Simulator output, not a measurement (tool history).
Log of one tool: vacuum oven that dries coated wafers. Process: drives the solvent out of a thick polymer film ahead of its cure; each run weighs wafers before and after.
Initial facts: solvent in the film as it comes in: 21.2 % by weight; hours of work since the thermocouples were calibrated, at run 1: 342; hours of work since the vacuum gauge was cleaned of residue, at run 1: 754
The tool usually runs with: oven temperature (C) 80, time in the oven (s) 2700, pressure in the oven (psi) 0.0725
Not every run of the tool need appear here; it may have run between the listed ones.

run,hour,oven temperature (C),time in the oven (s),pressure in the oven (psi),hours of work since the thermocouples were calibrated,hours of work since the vacuum gauge was cleaned of residue,solvent left in the film (%)
1,0,80,2700,0.0725,342,754,3.82
2,48.7,80,2700,0.0725,363,774,3.92
3,95.1,80,2700,0.0725,383,794,3.86
4,139,80,3360,0.0725,401,813,2.73
5,207.3,80,3360,0.0725,431,842,2.8
6,247.8,80,3360,0.0725,448,860,2.67
7,295,80,3360,0.0725,468,880,2.73
8,343.6,80,3360,0.0725,489,901,2.83
9,412,80,3360,0.0725,518,930,2.81
10,478.8,80,3360,0.0725,547,958,2.97
11,540.4,80,3360,0.0725,573,985,2.86
12,620.7,80,2700,0.0725,607,1019,4.12
# hour 659.5: oven's thermocouples calibrated
13,696.8,80,2700,0.0725,16,1051,4.03
14,768.7,77,2700,0.0725,47,1081,4.87
15,810.6,77,2700,0.0725,65,1099,4.81
16,876.4,77,2700,0.0725,93,1127,4.96
17,960.2,80,2580,0.0769,129,1163,4.33
18,998.9,80,4380,0.078,145,1180,1.85
19,1053.8,91,2700,0.2648,169,1203,2.08
20,1120.3,91,2700,0.2648,197,1232,2.12
21,1163.1,80,3300,0.0854,215,1250,3.14
22,1244.9,80,3300,0.0854,250,1285,3.14

Expected results for the next run?
# hour 1253.9: vacuum gauge cleaned of residue and calibrated
23,1286.1,84,2460,0.0725,267,14,?

solvent left in the film (%): 3.72
Without the tool's hidden state the same run would have given solvent left in the film (%) 3.36.

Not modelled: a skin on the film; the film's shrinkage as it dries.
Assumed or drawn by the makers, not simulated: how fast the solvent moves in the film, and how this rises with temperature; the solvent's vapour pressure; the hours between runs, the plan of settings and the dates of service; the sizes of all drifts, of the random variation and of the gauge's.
